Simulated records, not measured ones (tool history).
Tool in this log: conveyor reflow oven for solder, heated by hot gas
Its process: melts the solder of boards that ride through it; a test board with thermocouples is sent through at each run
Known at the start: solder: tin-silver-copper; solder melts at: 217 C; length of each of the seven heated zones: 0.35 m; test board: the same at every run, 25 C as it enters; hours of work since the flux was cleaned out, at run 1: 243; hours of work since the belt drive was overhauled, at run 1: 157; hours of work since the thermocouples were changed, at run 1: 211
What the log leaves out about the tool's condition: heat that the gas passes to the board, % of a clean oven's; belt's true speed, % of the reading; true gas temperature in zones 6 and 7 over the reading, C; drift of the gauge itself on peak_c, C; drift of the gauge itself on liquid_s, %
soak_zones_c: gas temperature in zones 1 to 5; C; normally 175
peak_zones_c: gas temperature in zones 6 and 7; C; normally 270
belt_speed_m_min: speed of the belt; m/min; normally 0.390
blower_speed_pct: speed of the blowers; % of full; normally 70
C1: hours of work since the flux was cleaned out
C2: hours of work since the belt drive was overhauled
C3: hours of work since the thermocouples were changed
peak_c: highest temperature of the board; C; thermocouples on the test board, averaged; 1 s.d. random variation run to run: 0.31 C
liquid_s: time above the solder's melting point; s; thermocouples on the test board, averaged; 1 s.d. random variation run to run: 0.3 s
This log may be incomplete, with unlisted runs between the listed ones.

run 1 hour=0.0 | soak_zones_c=175 peak_zones_c=270 belt_speed_m_min=0.390 blower_speed_pct=70 | C1=243 C2=157 C3=211 | peak_c=255.1 liquid_s=83.8
run 2 hour=9.8 | soak_zones_c=175 peak_zones_c=270 belt_speed_m_min=0.330 blower_speed_pct=70 | C1=250 C2=164 C3=217 | peak_c=259.5 liquid_s=106.7
run 3 hour=21.0 | soak_zones_c=175 peak_zones_c=270 belt_speed_m_min=0.390 blower_speed_pct=70 | C1=257 C2=171 C3=224 | peak_c=255.1 liquid_s=84.1
run 4 hour=26.9 | soak_zones_c=175 peak_zones_c=270 belt_speed_m_min=0.353 blower_speed_pct=70 | C1=260 C2=174 C3=228 | peak_c=258.3 liquid_s=97.0
run 5 hour=39.0 | soak_zones_c=175 peak_zones_c=270 belt_speed_m_min=0.353 blower_speed_pct=70 | C1=268 C2=182 C3=236 | peak_c=258.0 liquid_s=96.6
run 6 hour=47.2 | soak_zones_c=175 peak_zones_c=270 belt_speed_m_min=0.353 blower_speed_pct=70 | C1=273 C2=187 C3=241 | peak_c=258.0 liquid_s=96.5
run 7 hour=55.9 | soak_zones_c=175 peak_zones_c=270 belt_speed_m_min=0.353 blower_speed_pct=70 | C1=278 C2=192 C3=246 | peak_c=258.2 liquid_s=97.0
run 8 hour=66.6 | soak_zones_c=175 peak_zones_c=270 belt_speed_m_min=0.390 blower_speed_pct=87 | C1=285 C2=199 C3=253 | peak_c=257.9 liquid_s=87.0
run 9 hour=78.4 | soak_zones_c=175 peak_zones_c=270 belt_speed_m_min=0.390 blower_speed_pct=87 | C1=293 C2=206 C3=260 | peak_c=257.1 liquid_s=86.5
run 10 hour=89.0 | soak_zones_c=189 peak_zones_c=270 belt_speed_m_min=0.390 blower_speed_pct=87 | C1=299 C2=213 C3=267 | peak_c=259.4 liquid_s=95.3
run 11 hour=94.8 | soak_zones_c=189 peak_zones_c=270 belt_speed_m_min=0.390 blower_speed_pct=87 | C1=303 C2=217 C3=270 | peak_c=259.3 liquid_s=95.9
run 12 hour=106.4 | soak_zones_c=189 peak_zones_c=270 belt_speed_m_min=0.390 blower_speed_pct=87 | C1=310 C2=224 C3=278 | peak_c=259.6 liquid_s=95.9
run 13 hour=115.0 | soak_zones_c=189 peak_zones_c=270 belt_speed_m_min=0.390 blower_speed_pct=87 | C1=315 C2=229 C3=283 | peak_c=259.6 liquid_s=95.9
run 14 hour=126.0 | soak_zones_c=189 peak_zones_c=270 belt_speed_m_min=0.390 blower_speed_pct=87 | C1=322 C2=236 C3=290 | peak_c=259.4 liquid_s=95.1
run 15 hour=136.8 | soak_zones_c=175 peak_zones_c=270 belt_speed_m_min=0.390 blower_speed_pct=70 | C1=329 C2=243 C3=297 | peak_c=255.0 liquid_s=83.7
run 16 hour=145.1 | soak_zones_c=175 peak_zones_c=270 belt_speed_m_min=0.469 blower_speed_pct=63 | C1=334 C2=248 C3=302 | peak_c=247.5 liquid_s=60.1
run 17 hour=153.2 | soak_zones_c=175 peak_zones_c=270 belt_speed_m_min=0.469 blower_speed_pct=63 | C1=339 C2=253 C3=307 | peak_c=247.2 liquid_s=60.3
run 18 hour=163.4 | soak_zones_c=166 peak_zones_c=259 belt_speed_m_min=0.321 blower_speed_pct=77 | C1=346 C2=260 C3=313 | peak_c=250.1 liquid_s=94.9
run 19 hour=172.9 | soak_zones_c=175 peak_zones_c=264 belt_speed_m_min=0.348 blower_speed_pct=70 | C1=352 C2=266 C3=319 | peak_c=252.6 liquid_s=93.2
run 20 hour=184.3 | soak_zones_c=178 peak_zones_c=270 belt_speed_m_min=0.390 blower_speed_pct=87 | C1=359 C2=273 C3=326 | peak_c=257.6 liquid_s=87.9
run 21 hour=197.1 | soak_zones_c=184 peak_zones_c=270 belt_speed_m_min=0.390 blower_speed_pct=63 | C1=367 C2=281 C3=334 | peak_c=255.0 liquid_s=88.8
run 22 hour=203.1 | soak_zones_c=184 peak_zones_c=270 belt_speed_m_min=0.390 blower_speed_pct=63 | C1=371 C2=284 C3=338 | peak_c=255.3 liquid_s=88.7
run 23 hour=209.2 | soak_zones_c=175 peak_zones_c=270 belt_speed_m_min=0.450 blower_speed_pct=61 | C1=374 C2=288 C3=342 | peak_c=247.7 liquid_s=64.7
run 24 hour=219.3 | soak_zones_c=175 peak_zones_c=270 belt_speed_m_min=0.450 blower_speed_pct=61 | C1=381 C2=295 C3=348 | peak_c=248.3 liquid_s=64.4
run 25 hour=225.8 | soak_zones_c=187 peak_zones_c=277 belt_speed_m_min=0.430 blower_speed_pct=55 | C1=385 C2=299 C3=352 | peak_c=257.4 liquid_s=81.8
run 26 hour=234.0 | soak_zones_c=187 peak_zones_c=277 belt_speed_m_min=0.430 blower_speed_pct=55 | C1=390 C2=304 C3=358 | peak_c=257.4 liquid_s=81.6
run 27 hour=239.4 | soak_zones_c=167 peak_zones_c=270 belt_speed_m_min=0.439 blower_speed_pct=60 | C1=393 C2=307 C3=361 | peak_c=246.6 liquid_s=61.1
run 28 hour=252.3 | soak_zones_c=175 peak_zones_c=273 belt_speed_m_min=0.390 blower_speed_pct=58 | C1=401 C2=315 C3=369 | peak_c=254.9 liquid_s=83.2
run 29 hour=260.6 | soak_zones_c=175 peak_zones_c=273 belt_speed_m_min=0.390 blower_speed_pct=58 | C1=406 C2=320 C3=374 | peak_c=255.9 liquid_s=83.1
run 30 hour=266.3 | soak_zones_c=186 peak_zones_c=283 belt_speed_m_min=0.465 blower_speed_pct=58 | C1=410 C2=324 C3=378 | peak_c=259.3 liquid_s=76.3

Predict each of these 5 candidate next runs independently; none follows another, all start after run 30:
run A hour=273.1 | soak_zones_c=172 peak_zones_c=271 belt_speed_m_min=0.411 blower_speed_pct=58 | C1=414 C2=328 C3=382 | peak_c=? liquid_s=?
run B hour=273.1 | soak_zones_c=186 peak_zones_c=283 belt_speed_m_min=0.465 blower_speed_pct=51 | C1=414 C2=328 C3=382 | peak_c=? liquid_s=?
run C hour=273.1 | soak_zones_c=186 peak_zones_c=283 belt_speed_m_min=0.357 blower_speed_pct=87 | C1=414 C2=328 C3=382 | peak_c=? liquid_s=?
run D hour=273.1 | soak_zones_c=169 peak_zones_c=270 belt_speed_m_min=0.316 blower_speed_pct=70 | C1=414 C2=328 C3=382 | peak_c=? liquid_s=?
run E hour=273.1 | soak_zones_c=186 peak_zones_c=270 belt_speed_m_min=0.323 blower_speed_pct=70 | C1=414 C2=328 C3=382 | peak_c=? liquid_s=?

run=A peak_c=251.3 liquid_s=73.0
run=B peak_c=257.9 liquid_s=74.6
run=C peak_c=272.5 liquid_s=112.0
run=D peak_c=259.4 liquid_s=107.2
run=E peak_c=260.4 liquid_s=116.5
Without the tool's unlogged condition, the same runs would have read:
run=A peak_c=254.3 liquid_s=76.9
run=B peak_c=261.2 liquid_s=77.7
run=C peak_c=274.9 liquid_s=113.0
run=D peak_c=261.5 liquid_s=110.1
run=E peak_c=262.1 liquid_s=118.2
